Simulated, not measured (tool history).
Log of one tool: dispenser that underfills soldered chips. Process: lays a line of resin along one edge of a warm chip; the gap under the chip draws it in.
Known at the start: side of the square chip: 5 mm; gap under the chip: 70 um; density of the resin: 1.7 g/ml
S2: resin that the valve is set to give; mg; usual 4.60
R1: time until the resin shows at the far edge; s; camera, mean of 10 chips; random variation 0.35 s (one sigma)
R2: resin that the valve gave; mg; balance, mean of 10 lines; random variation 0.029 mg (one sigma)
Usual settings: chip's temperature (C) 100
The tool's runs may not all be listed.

{"run": 1, "day": 0.0, "chip's temperature (C)": 100, "S2": 4.6, "R1": 24.6, "R2": 4.47}
{"day": 0.108, "done": "new syringe of resin"}
{"run": 2, "day": 0.158, "chip's temperature (C)": 100, "S2": 4.6, "R1": 19.7, "R2": 4.52}
{"run": 3, "day": 0.296, "chip's temperature (C)": 100, "S2": 4.6, "R1": 22.3, "R2": 4.5}
{"run": 4, "day": 0.454, "chip's temperature (C)": 100, "S2": 4.6, "R1": 26.4, "R2": 4.48}
{"day": 0.529, "done": "new syringe of resin"}
{"run": 5, "day": 0.629, "chip's temperature (C)": 100, "S2": 4.6, "R1": 20.5, "R2": 4.42}
{"run": 6, "day": 0.762, "chip's temperature (C)": 100, "S2": 5.55, "R1": 23.0, "R2": 5.35}
{"run": 7, "day": 0.842, "chip's temperature (C)": 94, "S2": 4.6, "R1": 33.6, "R2": 4.42}
{"day": 0.946, "done": "new syringe of resin"}
{"run": 8, "day": 0.992, "chip's temperature (C)": 105, "S2": 4.6, "R1": 15.8, "R2": 4.46}
{"run": 9, "day": 1.138, "chip's temperature (C)": 105, "S2": 4.6, "R1": 18.3, "R2": 4.41}
{"run": 10, "day": 1.229, "chip's temperature (C)": 113, "S2": 4.6, "R1": 14.7, "R2": 4.46}
{"day": 1.288, "done": "dispensing valve cleaned and set on the balance"}
{"day": 1.4, "done": "new syringe of resin"}
{"run": 11, "day": 1.45, "chip's temperature (C)": 100, "S2": 4.6, "R1": 19.6, "R2": 4.61}
{"run": 12, "day": 1.642, "chip's temperature (C)": 100, "S2": 4.6, "R1": 23.5, "R2": 4.65}
{"run": 13, "day": 1.746, "chip's temperature (C)": 100, "S2": 4.6, "R1": 26.7, "R2": 4.6}
{"day": 1.812, "done": "new syringe of resin"}
{"run": 14, "day": 1.912, "chip's temperature (C)": 100, "S2": 4.6, "R1": 21.3, "R2": 4.59}
{"run": 15, "day": 2.004, "chip's temperature (C)": 100, "S2": 4.6, "R1": 22.2, "R2": 4.54}
{"run": 16, "day": 2.188, "chip's temperature (C)": 100, "S2": 4.6, "R1": 26.4, "R2": 4.56}
{"day": 2.233, "done": "new syringe of resin"}
{"run": 17, "day": 2.308, "chip's temperature (C)": 100, "S2": 5.26, "R1": 19.9, "R2": 5.25}
{"run": 18, "day": 2.45, "chip's temperature (C)": 95, "S2": 4.6, "R1": 30.0, "R2": 4.55}
{"run": 19, "day": 2.621, "chip's temperature (C)": 95, "S2": 4.6, "R1": 34.8, "R2": 4.55}
{"day": 2.65, "done": "new syringe of resin"}
{"run": 20, "day": 2.712, "chip's temperature (C)": 100, "S2": 4.49, "R1": 20.2, "R2": 4.46}
{"run": 21, "day": 2.871, "chip's temperature (C)": 92, "S2": 4.49, "R1": 33.8, "R2": 4.37}
{"day": 3.062, "done": "new syringe of resin"}
{"run": 22, "day": 3.067, "chip's temperature (C)": 102, "S2": 5.68, "R1": 17.1, "R2": 5.57}
{"run": 23, "day": 3.171, "chip's temperature (C)": 102, "S2": 5.68, "R1": 18.6, "R2": 5.6}
{"run": 24, "day": 3.358, "chip's temperature (C)": 107, "S2": 4.37, "R1": 17.6, "R2": 4.26}
{"run": 25, "day": 3.458, "chip's temperature (C)": 90, "S2": 4.6, "R1": 43.4, "R2": 4.53}
{"day": 3.479, "done": "new syringe of resin"}
{"run": 26, "day": 3.638, "chip's temperature (C)": 90, "S2": 4.6, "R1": 34.8, "R2": 4.5}
{"run": 27, "day": 3.779, "chip's temperature (C)": 98, "S2": 5.3, "R1": 27.9, "R2": 5.18}
{"day": 3.896, "done": "new syringe of resin"}
{"run": 28, "day": 3.938, "chip's temperature (C)": 108, "S2": 5.99, "R1": 13.2, "R2": 5.85}
{"run": 29, "day": 4.054, "chip's temperature (C)": 100, "S2": 4.36, "R1": 21.9, "R2": 4.24}
{"run": 30, "day": 4.192, "chip's temperature (C)": 87, "S2": 4.6, "R1": 46.5, "R2": 4.44}
{"day": 4.304, "done": "new syringe of resin"}
{"run": 31, "day": 4.367, "chip's temperature (C)": 102, "S2": 5.3, "R1": 17.9, "R2": 5.18}
{"run": 32, "day": 4.508, "chip's temperature (C)": 100, "S2": 5.71, "R1": 22.4, "R2": 5.58}
{"run": 33, "day": 4.7, "chip's temperature (C)": 100, "S2": 5.71, "R1": 27.5, "R2": 5.53}
{"day": 4.725, "done": "new syringe of resin"}
{"run": 34, "day": 4.846, "chip's temperature (C)": 100, "S2": 5.71, "R1": 20.5, "R2": 5.51}
{"run": 35, "day": 5.021, "chip's temperature (C)": 100, "S2": 5.71, "R1": 25.2, "R2": 5.54}

Forecast each of these 4 alternatives for the next run:
{"run": "A", "day": 5.096, "chip's temperature (C)": 92, "S2": 4.74, "R1": "?", "R2": "?"}
{"run": "B", "day": 5.096, "chip's temperature (C)": 88, "S2": 4.89, "R1": "?", "R2": "?"}
{"run": "C", "day": 5.096, "chip's temperature (C)": 113, "S2": 5.06, "R1": "?", "R2": "?"}
{"run": "D", "day": 5.096, "chip's temperature (C)": 88, "S2": 4.47, "R1": "?", "R2": "?"}

run=A R1=39.8 R2=4.60
run=B R1=46.8 R2=4.74
run=C R1=15.0 R2=4.85
run=D R1=48.4 R2=4.34
Without the tool's hidden state the same runs would have given:
run=A R1=26.4 R2=4.76
run=B R1=30.9 R2=4.91
run=C R1=9.8 R2=5.03
run=D R1=32.1 R2=4.49

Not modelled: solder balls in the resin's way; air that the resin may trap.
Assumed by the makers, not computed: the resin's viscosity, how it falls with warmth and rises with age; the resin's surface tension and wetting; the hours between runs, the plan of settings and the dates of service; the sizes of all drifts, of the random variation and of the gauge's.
